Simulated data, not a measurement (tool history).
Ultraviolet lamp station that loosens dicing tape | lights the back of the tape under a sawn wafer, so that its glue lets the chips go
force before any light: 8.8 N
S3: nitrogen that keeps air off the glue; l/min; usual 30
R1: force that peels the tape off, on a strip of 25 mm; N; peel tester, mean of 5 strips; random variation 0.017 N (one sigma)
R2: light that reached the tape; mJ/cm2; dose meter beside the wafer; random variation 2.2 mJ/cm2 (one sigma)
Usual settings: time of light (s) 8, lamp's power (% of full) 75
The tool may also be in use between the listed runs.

Run 1, day 0: usual settings. Result: R1 0.917 N, R2 178 mJ/cm2.
Run 2, day 1.271: usual settings but time of light (s) 7. Result: R1 1.275 N, R2 154 mJ/cm2.
Run 3, day 2.175: usual settings but time of light (s) 7. Result: R1 1.203 N, R2 157 mJ/cm2.
Run 4, day 3.288: usual settings but time of light (s) 7. Result: R1 1.258 N, R2 152 mJ/cm2.
Run 5, day 4.25: usual settings but time of light (s) 7. Result: R1 1.27 N, R2 159 mJ/cm2.
Run 6, day 6.096: usual settings but time of light (s) 7. Result: R1 1.248 N, R2 153 mJ/cm2.
Run 7, day 7.562: usual settings but time of light (s) 7, S3 25 l/min. Result: R1 1.438 N, R2 147 mJ/cm2.
Run 8, day 9.1: usual settings but time of light (s) 7, S3 25 l/min. Result: R1 1.463 N, R2 152 mJ/cm2.
Run 9, day 10.017: usual settings. Result: R1 1.003 N, R2 171 mJ/cm2.
Run 10, day 11.688: usual settings but lamp's power (% of full) 62. Result: R1 1.518 N, R2 141 mJ/cm2.
Run 11, day 13.558: usual settings but lamp's power (% of full) 62. Result: R1 1.314 N, R2 148 mJ/cm2.
Run 12, day 15.208: usual settings but lamp's power (% of full) 62. Result: R1 1.367 N, R2 147 mJ/cm2.
Run 13, day 16.617: usual settings. Result: R1 0.964 N, R2 173 mJ/cm2.
Run 14, day 17.504: usual settings. Result: R1 0.971 N, R2 174 mJ/cm2.
Run 15, day 18.892: usual settings. Result: R1 0.955 N, R2 174 mJ/cm2.
Run 16, day 19.742: usual settings. Result: R1 0.952 N, R2 176 mJ/cm2.
Run 17, day 20.825: usual settings but S3 32 l/min. Result: R1 0.958 N, R2 169 mJ/cm2.
Run 18, day 22.696: usual settings but S3 32 l/min. Result: R1 0.962 N, R2 174 mJ/cm2.
Run 19, day 24.262: usual settings but S3 32 l/min. Result: R1 0.984 N, R2 172 mJ/cm2.
Run 20, day 26.133: usual settings but S3 32 l/min. Result: R1 0.989 N, R2 169 mJ/cm2.
Run 21, day 26.979: usual settings but S3 32 l/min. Result: R1 1.003 N, R2 166 mJ/cm2.
Run 22, day 28.438: usual settings but time of light (s) 5, lamp's power (% of full) 62. Result: R1 2.916 N, R2 87 mJ/cm2.
Run 23, day 30.221: usual settings but time of light (s) 4, lamp's power (% of full) 74. Result: R1 3.043 N, R2 80 mJ/cm2.
Run 24, day 31.217: usual settings but time of light (s) 4, lamp's power (% of full) 74. Result: R1 3.159 N, R2 83 mJ/cm2.
Run 25, day 32.429: usual settings but time of light (s) 6, lamp's power (% of full) 69, S3 47 l/min. Result: R1 1.755 N, R2 110 mJ/cm2.
Run 26, day 33.375: usual settings but S3 26 l/min. Result: R1 1.203 N, R2 166 mJ/cm2.
Run 27, day 35.175: usual settings but time of light (s) 7, lamp's power (% of full) 66, S3 49 l/min. Result: R1 1.327 N, R2 126 mJ/cm2.
Run 28, day 36.946: usual settings but time of light (s) 7, lamp's power (% of full) 66, S3 49 l/min. Result: R1 1.438 N, R2 125 mJ/cm2.
Run 29, day 37.9: usual settings but lamp's power (% of full) 80, S3 25 l/min. Result: R1 1.083 N, R2 168 mJ/cm2.
Run 30, day 39.233: usual settings but time of light (s) 6, lamp's power (% of full) 70, S3 43 l/min. Result: R1 1.762 N, R2 114 mJ/cm2.
Run 31, day 40.758: usual settings but time of light (s) 5, lamp's power (% of full) 97, S3 11 l/min. Result: R1 2.677 N, R2 127 mJ/cm2.
Run 32, day 41.854: usual settings but time of light (s) 5, lamp's power (% of full) 97, S3 11 l/min. Result: R1 2.803 N, R2 129 mJ/cm2.
Run 33, day 42.892: usual settings but lamp's power (% of full) 97, S3 32 l/min. Result: R1 0.678 N, R2 206 mJ/cm2.
Run 34, day 44.029: usual settings but lamp's power (% of full) 97, S3 32 l/min. Result: R1 0.671 N, R2 204 mJ/cm2.
Run 35, day 45.612: usual settings but time of light (s) 7, lamp's power (% of full) 99, S3 22 l/min. Result: R1 1.084 N, R2 178 mJ/cm2.
Run 36, day 47.508: usual settings but time of light (s) 7, lamp's power (% of full) 99, S3 22 l/min. Result: R1 1.142 N, R2 178 mJ/cm2.
Run 37, day 49.025: usual settings but time of light (s) 5, lamp's power (% of full) 68. Result: R1 2.87 N, R2 84 mJ/cm2.
Run 38, day 49.946: usual settings but time of light (s) 6, lamp's power (% of full) 95, S3 11 l/min. Result: R1 2.428 N, R2 146 mJ/cm2.
Run 39, day 51.375: usual settings but time of light (s) 4, lamp's power (% of full) 77, S3 28 l/min. Result: R1 3.216 N, R2 76 mJ/cm2.
Run 40, day 52.5: usual settings but time of light (s) 4, lamp's power (% of full) 77, S3 28 l/min. Result: R1 3.326 N, R2 75 mJ/cm2.
Run 41, day 53.825: usual settings but time of light (s) 5, lamp's power (% of full) 85, S3 59 l/min. Result: R1 1.783 N, R2 108 mJ/cm2.
Run 42, day 55.521: usual settings but time of light (s) 5, lamp's power (% of full) 85, S3 59 l/min. Result: R1 1.722 N, R2 99 mJ/cm2.

Taken out of this log: 1 entry between the listed runs. Where each belongs, and how the hidden state differs across it:
Between runs 10 and 11: window cleaned of glue's vapour (day 12.683)
  lamp's light, % of a new lamp's: 95.2 -> 94.6; light that the window lets through, % of a clean one's: 93.4 -> 98.8
  measured less the result without the state, R1: +0.292 -> +0.156 N; R2: -17 -> -11 mJ/cm2
